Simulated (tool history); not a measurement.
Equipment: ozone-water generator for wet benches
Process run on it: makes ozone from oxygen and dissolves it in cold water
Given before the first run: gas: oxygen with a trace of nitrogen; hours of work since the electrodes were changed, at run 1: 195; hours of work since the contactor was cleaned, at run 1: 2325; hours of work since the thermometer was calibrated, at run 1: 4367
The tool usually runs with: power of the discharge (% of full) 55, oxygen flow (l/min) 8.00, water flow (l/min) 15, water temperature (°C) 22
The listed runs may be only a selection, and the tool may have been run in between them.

run,day,power of the discharge (% of full),oxygen flow (l/min),water flow (l/min),water temperature (°C),hours of work since the electrodes were changed,hours of work since the contactor was cleaned,hours of work since the thermometer was calibrated,dissolved ozone (ppm),ozone in the gas ahead of the water (g/m3)
1,0.000,55,8.00,15,22,195,2325,4367,28.1,183.0
2,0.838,55,8.00,13,22,214,2344,4387,29.8,184.4
3,2.283,55,8.00,15,22,248,2378,4420,27.8,183.1
4,3.321,55,8.00,15,22,272,2402,4444,27.9,183.7
5,4.504,55,8.00,15,20,300,2430,4472,28.9,183.8
6,5.467,65,8.00,15,22,322,2452,4494,30.8,204.3
7,6.479,55,13.55,15,22,346,2476,4518,25.9,145.5
8,7.208,55,5.51,15,22,363,2493,4535,27.8,215.8
9,7.954,55,8.00,15,22,380,2510,4552,27.8,185.2
10,9.338,55,8.00,15,22,413,2543,4585,27.8,183.4
11,10.233,52,8.00,15,22,433,2564,4606,27.0,178.4
12,11.183,52,8.00,15,22,456,2586,4628,26.7,176.7
13,12.346,52,8.00,15,22,483,2613,4655,26.9,177.3
14,13.196,52,8.00,15,22,503,2633,4675,26.4,176.0
15,14.279,52,8.00,15,22,528,2658,4700,26.6,173.4
16,15.675,55,8.00,15,22,560,2691,4733,27.5,182.0
17,16.829,55,8.00,15,22,587,2717,4759,27.6,182.4
18,17.929,83,5.88,17,22,613,2743,4785,33.2,266.2
19,19.179,88,8.00,20,27,642,2772,4814,28.8,243.4
20,20.404,88,8.00,22,14,671,2801,4843,34.3,242.9
21,21.146,80,5.77,14,14,688,2818,4860,41.6,262.7
22,22.604,80,5.77,14,14,722,2852,4894,41.7,261.1
23,24.112,80,5.77,14,14,757,2887,4929,41.7,260.2
24,25.292,55,8.00,11,15,785,2915,4957,36.7,181.6
25,26.179,55,8.00,11,15,805,2935,4977,36.3,181.4
26,27.329,42,8.00,24,15,832,2962,5004,20.1,154.3
27,28.358,42,8.00,24,15,856,2986,5028,19.7,153.4
28,29.796,42,8.00,24,15,890,3020,5062,19.9,153.4
29,31.067,55,8.00,9,16,919,3049,5091,38.6,181.2
30,31.954,49,8.00,13,22,940,3070,5112,26.9,167.3
31,33.242,49,8.00,13,22,970,3100,5142,27.0,168.6
32,34.558,45,8.00,15,22,1001,3131,5173,24.0,160.4
33,35.450,45,8.00,15,22,1022,3152,5194,24.0,159.9

What if the next run were any one of these 3? Each begins from the tool's condition after run 33:
A,36.350,45,7.44,15,22,1043,3173,5215,?,?
B,36.350,73,8.00,15,29,1043,3173,5215,?,?
C,36.350,71,8.00,10,22,1043,3173,5215,?,?

run,dissolved ozone (ppm),ozone in the gas ahead of the water (g/m3)
A,23.7,165.9
B,27.3,213.9
C,37.5,209.3
Had the tool no hidden state, the same runs would have come out as:
run,dissolved ozone (ppm),ozone in the gas ahead of the water (g/m3)
A,25.5,170.2
B,29.7,221.8
C,40.6,216.9
